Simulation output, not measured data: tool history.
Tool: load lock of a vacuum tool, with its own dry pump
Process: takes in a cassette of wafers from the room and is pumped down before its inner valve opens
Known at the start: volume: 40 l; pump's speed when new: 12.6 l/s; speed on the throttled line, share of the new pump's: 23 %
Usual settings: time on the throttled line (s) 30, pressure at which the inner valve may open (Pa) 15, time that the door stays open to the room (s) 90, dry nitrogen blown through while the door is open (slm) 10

run,hour,time on the throttled line (s),pressure at which the inner valve may open (Pa),time that the door stays open to the room (s),dry nitrogen blown through while the door is open (slm),"incoming humidity of the room's air, %",time from the closed door until the inner valve may open (s),rise of the pressure with all valves shut (Pa/min)
1,0,30,15,90,10,46.7,52.1,0.088
2,88.1,48,15,90,10,44.9,65.5,0.093
3,182.2,48,15,90,10,45.3,65.8,0.095
4,295.7,48,15,90,10,47.3,65.2,0.099
5,370,30,15,90,10,45.7,51.8,0.097
6,449.3,30,15,90,10,47.9,52,0.1
7,565.1,30,15,90,10,46.9,51.7,0.104
8,629.6,30,15,90,10,42.1,51.8,0.096
9,714,30,15,90,10,46.6,51.9,0.101
10,846.8,30,15,90,10,46.3,51.9,0.103
11,937,30,19,90,10,45.4,51.4,0.108
12,1006.5,30,13,90,10,43,52.5,0.11
13,1146,30,13,90,10,43.3,52.1,0.108
14,1235.7,30,13,90,10,42.5,52.8,0.117
15,1332,30,13,90,10,43.4,52.8,0.11
16,1413.7,30,13,90,7,42.9,52.4,0.119
17,1549.9,30,15,90,10,44.9,52.1,0.118
18,1646.6,30,15,90,10,43.5,52,0.118
19,1771.1,30,15,90,4,44.5,52,0.132
20,1862.7,55,15,49,6,44,71.1,0.115
21,1928.5,57,30,60,22,47.6,70.6,0.114
22,1995.4,57,30,60,22,47.4,70.4,0.117
23,2070.3,57,30,60,22,45.5,69.8,0.12
24,2152.7,30,14,43,10,43.5,52.4,0.123
25,2211.9,30,14,43,10,43.3,52.7,0.119
26,2353.9,30,14,43,10,42.3,52.1,0.126
27,2414.9,28,22,36,17,47.2,49.2,0.119
28,2542.9,30,15,75,10,42.4,51.9,0.138
29,2653.1,30,15,75,10,49,52.4,0.144
30,2738.9,30,15,194,10,44,52.3,0.168
31,2825.6,30,16,194,15,46.9,51.8,0.16
32,2902.2,30,16,194,15,48.2,51.6,0.164
33,2986,22,12,50,33,45.7,47,0.135
34,3048.6,22,12,50,11,46.8,46.6,0.145
35,3119.8,30,25,91,10,44.3,50.4,0.159
36,3188.1,28,10,42,10,46.7,52.1,0.148
37,3260,28,10,42,10,48.5,51.9,0.15

3 ways to go on from here, each from the tool as it stands after run 37. What would each give?
A,3370.3,28,16,41,16,44.6,?,?
B,3370.3,28,10,42,15,47,?,?
C,3370.3,30,16,90,10,41.9,?,?

run,time from the closed door until the inner valve may open (s),rise of the pressure with all valves shut (Pa/min)
A,50.2,0.149
B,51.9,0.149
C,52,0.164
Without the tool's hidden state the same runs would have given:
run,time from the closed door until the inner valve may open (s),rise of the pressure with all valves shut (Pa/min)
A,49.4,0.026
B,51,0.022
C,51.2,0.04

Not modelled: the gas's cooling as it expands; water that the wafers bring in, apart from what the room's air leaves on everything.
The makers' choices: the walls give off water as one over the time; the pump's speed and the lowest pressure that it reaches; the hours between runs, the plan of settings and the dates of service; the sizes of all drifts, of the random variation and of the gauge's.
